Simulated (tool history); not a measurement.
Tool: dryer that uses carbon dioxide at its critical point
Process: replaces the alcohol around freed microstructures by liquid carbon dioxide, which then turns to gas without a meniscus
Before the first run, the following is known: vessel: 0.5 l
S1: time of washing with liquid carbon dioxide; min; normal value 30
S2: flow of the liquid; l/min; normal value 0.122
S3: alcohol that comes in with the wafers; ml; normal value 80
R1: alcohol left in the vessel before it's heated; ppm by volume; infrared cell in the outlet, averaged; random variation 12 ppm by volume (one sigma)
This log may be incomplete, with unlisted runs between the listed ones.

run,hour,S1,S2,S3,R1
1,0,30,0.122,80,890
2,10,30,0.122,80,932
3,18.5,39,0.122,80,221
4,28.4,30,0.122,80,962
5,34.7,30,0.122,80,979
6,41.4,30,0.13,80,731
7,50.6,30,0.122,80,988
8,55.2,30,0.122,40,508
9,62.3,29,0.171,80,207
10,71.9,29,0.171,80,208
11,78.5,29,0.171,80,215
12,89.5,42,0.122,72,153
13,98.2,23,0.19,22,155
14,106.5,41,0.196,32,29
15,116.3,41,0.196,32,41

A few steps of R1 between consecutive runs. Split each: what settings, incoming material and random variation would produce without the hidden state, and what is left over for the hidden state, along with gauge scatter present in only one of the two compared results (measured, and without hidden state):
The hidden state here: flow that reaches the vessel past the clogged filter, %; alcohol in the recycled carbon dioxide, ppm; drift of the gauge itself on alcohol_ppm, %.
Run 3 -> 4: S1 39 -> 30. R1 +741 ppm by volume: hidden state +166, all else +575.
